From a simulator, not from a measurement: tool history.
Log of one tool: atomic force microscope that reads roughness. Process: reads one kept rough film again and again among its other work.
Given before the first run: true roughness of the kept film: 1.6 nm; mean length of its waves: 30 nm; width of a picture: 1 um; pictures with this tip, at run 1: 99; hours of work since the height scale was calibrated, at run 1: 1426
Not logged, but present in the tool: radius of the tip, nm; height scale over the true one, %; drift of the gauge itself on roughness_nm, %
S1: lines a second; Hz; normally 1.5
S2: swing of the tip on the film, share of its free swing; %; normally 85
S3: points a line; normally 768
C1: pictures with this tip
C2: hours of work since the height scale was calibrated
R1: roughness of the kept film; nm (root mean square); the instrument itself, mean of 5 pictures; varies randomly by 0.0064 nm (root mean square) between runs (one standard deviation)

| run | day | S1 | S2 | S3 | C1 | C2 | R1 |
|---|---|---|---|---|---|---|---|
| 1 | 0 | 1.5 | 85 | 768 | 99 | 1426 | 1.246 |
| 2 | 1.438 | 1.5 | 85 | 768 | 153 | 1448 | 1.228 |
| 3 | 3.342 | 1.5 | 85 | 768 | 223 | 1478 | 1.243 |
|  | 4.592 | new tip fitted |
| 4 | 5.054 | 1.5 | 85 | 768 | 17 | 1504 | 1.242 |
| 5 | 7.962 | 1.5 | 85 | 768 | 125 | 1550 | 1.25 |
| 6 | 10.046 | 1.5 | 85 | 768 | 203 | 1582 | 1.253 |
|  | 11.762 | new tip fitted |
| 7 | 12.396 | 1.5 | 85 | 768 | 23 | 1619 | 1.239 |
| 8 | 15.033 | 1.5 | 85 | 768 | 121 | 1660 | 1.241 |
| 9 | 17.4 | 1.5 | 85 | 768 | 209 | 1697 | 1.245 |
|  | 18.921 | new tip fitted |
| 10 | 19.671 | 1.5 | 85 | 290 | 28 | 1732 | 1.222 |
| 11 | 22.288 | 1.5 | 85 | 290 | 125 | 1773 | 1.219 |
| 12 | 25.054 | 1.5 | 85 | 768 | 228 | 1816 | 1.243 |
|  | 26.05 | new tip fitted |
| 13 | 26.962 | 1.5 | 85 | 768 | 34 | 1846 | 1.25 |
| 14 | 28.967 | 1.5 | 68 | 768 | 109 | 1877 | 1.374 |
| 15 | 31.471 | 1.81 | 71 | 768 | 202 | 1916 | 1.328 |
|  | 33.342 | new tip fitted |
| 16 | 34.362 | 1.81 | 62 | 635 | 38 | 1961 | 1.387 |
| 17 | 36.796 | 1.81 | 62 | 281 | 129 | 1999 | 1.368 |
|  | 38.425 | height scale calibrated on a step standard |
| 18 | 38.604 | 1.81 | 75 | 482 | 195 | 3 | 1.297 |
|  | 40.667 | new tip fitted |
| 19 | 41.162 | 2.05 | 85 | 343 | 19 | 42 | 1.16 |
| 20 | 43.262 | 2.05 | 85 | 343 | 97 | 75 | 1.167 |
| 21 | 45.729 | 2.14 | 64 | 450 | 189 | 114 | 1.353 |
|  | 47.929 | new tip fitted |
| 22 | 48.621 | 2.14 | 85 | 450 | 25 | 159 | 1.16 |
| 23 | 50.404 | 2.14 | 76 | 450 | 92 | 186 | 1.263 |
| 24 | 52.367 | 3.65 | 63 | 312 | 164 | 217 | 1.288 |
| 25 | 54.721 | 3.25 | 81 | 312 | 252 | 254 | 1.076 |
|  | 55.096 | new tip fitted |
| 26 | 56.104 | 0.66 | 83 | 415 | 38 | 275 | 1.38 |
| 27 | 58.4 | 3.01 | 67 | 415 | 123 | 311 | 1.284 |

What differs in the tool's unlogged condition from the final listed run ahead of each entry between runs to the first listed run following it?
Runs 3 to 4: new tip fitted (day 4.592)
  radius of the tip, nm: 10.5 -> 10.1
Runs 6 to 7: new tip fitted (day 11.762)
  radius of the tip, nm: 10.5 -> 10.1
Runs 9 to 10: new tip fitted (day 18.921)
  radius of the tip, nm: 10.5 -> 10.1
Runs 12 to 13: new tip fitted (day 26.05)
  radius of the tip, nm: 10.6 -> 10.1
Runs 15 to 16: new tip fitted (day 33.342)
  radius of the tip, nm: 10.4 -> 10.1
Runs 17 to 18: height scale calibrated on a step standard (day 38.425)
  radius of the tip, nm: 10.3 -> 10.5; height scale over the true one, %: -0.03 -> 0
Runs 18 to 19: new tip fitted (day 40.667)
  radius of the tip, nm: 10.5 -> 10.1
Runs 21 to 22: new tip fitted (day 47.929)
  radius of the tip, nm: 10.5 -> 10.1; height scale over the true one, %: 0 -> -0.01
Runs 25 to 26: new tip fitted (day 55.096)
  radius of the tip, nm: 10.6 -> 10.1

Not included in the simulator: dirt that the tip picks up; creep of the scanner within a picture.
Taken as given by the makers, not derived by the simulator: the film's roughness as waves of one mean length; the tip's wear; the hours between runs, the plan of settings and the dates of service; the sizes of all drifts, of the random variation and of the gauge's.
